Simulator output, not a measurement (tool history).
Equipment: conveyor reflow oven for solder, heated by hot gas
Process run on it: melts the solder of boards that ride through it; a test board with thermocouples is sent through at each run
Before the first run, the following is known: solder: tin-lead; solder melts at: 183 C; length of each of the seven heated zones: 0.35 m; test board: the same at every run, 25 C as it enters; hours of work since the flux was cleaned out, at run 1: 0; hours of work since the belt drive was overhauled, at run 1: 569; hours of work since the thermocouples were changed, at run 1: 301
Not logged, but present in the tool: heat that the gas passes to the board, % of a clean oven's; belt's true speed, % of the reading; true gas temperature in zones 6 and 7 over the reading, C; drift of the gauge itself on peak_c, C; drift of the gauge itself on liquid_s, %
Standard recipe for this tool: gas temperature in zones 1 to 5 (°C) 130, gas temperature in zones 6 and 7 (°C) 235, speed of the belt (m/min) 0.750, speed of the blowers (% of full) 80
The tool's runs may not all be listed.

run	hour	gas temperature in zones 1 to 5 (°C)	gas temperature in zones 6 and 7 (°C)	speed of the belt (m/min)	speed of the blowers (% of full)	hours of work since the flux was cleaned out	hours of work since the belt drive was overhauled	hours of work since the thermocouples were changed	highest temperature of the board (°C)	time above the solder's melting point (s)
1	0.0	130	235	0.750	80	0	569	301	219.3	42.17
2	19.8	130	235	0.750	80	12	581	313	218.8	41.96
3	58.0	130	235	0.750	80	34	603	335	218.7	41.95
4	79.8	130	235	0.750	80	47	616	348	218.9	41.78
5	107.9	130	235	0.750	80	64	633	365	218.5	41.73
6	153.2	130	235	0.750	80	91	660	392	218.4	41.73
7	183.5	130	235	0.750	80	109	678	410	218.3	41.63
8	203.2	130	235	0.750	80	121	689	421	218.1	41.47
9	249.3	130	235	0.750	80	148	717	449	218.3	41.39
10	277.9	130	235	0.607	80	165	734	466	223.6	55.94
11	322.1	130	235	0.607	80	191	760	492	223.1	55.97
12	358.0	130	235	0.750	81	213	781	513	217.8	41.12
# hour 385.9: flux residue cleaned out of gas plates and filters
13	407.6	130	235	0.750	81	13	808	540	218.8	42.12
14	429.3	130	235	0.750	81	26	821	553	218.7	42.04
15	468.5	130	235	0.750	80	49	844	576	218.1	41.59
16	504.4	130	235	0.750	80	70	865	597	218.4	41.70
17	538.9	130	235	0.753	81	91	886	618	218.1	41.54
18	559.0	130	235	0.753	81	103	898	630	217.9	41.35
19	599.9	115	235	0.753	53	127	922	654	206.0	28.79
# hour 624.5: thermocouples of zones 6 and 7 changed
20	629.5	115	235	0.753	53	143	938	3	207.7	30.35
21	670.0	130	235	0.750	71	168	962	27	217.5	40.97
22	700.4	141	250	0.750	54	186	980	45	227.0	48.16
23	731.1	130	230	0.856	57	204	999	63	202.9	25.28
# hour 773.8: flux residue cleaned out of gas plates and filters
24	773.8	130	240	0.699	57	0	1021	86	220.8	45.68
25	820.8	118	237	0.718	79	28	1049	114	221.3	43.05
26	858.6	122	235	0.750	80	50	1071	136	218.8	40.43
# hour 879.6: belt drive overhauled, speed set with a stopwatch
27	893.3	118	229	0.698	53	69	8	154	205.8	31.48

Estimate the outcome of run 28 from the log above:
28	922.3	130	229	0.796	53	86	25	171	?	?

highest temperature of the board (°C): 203.1
time above the solder's melting point (s): 26.89
If the tool had no hidden condition, the same run with the same run-to-run variation would have returned highest temperature of the board (°C) 204.1, time above the solder's melting point (s) 27.82.
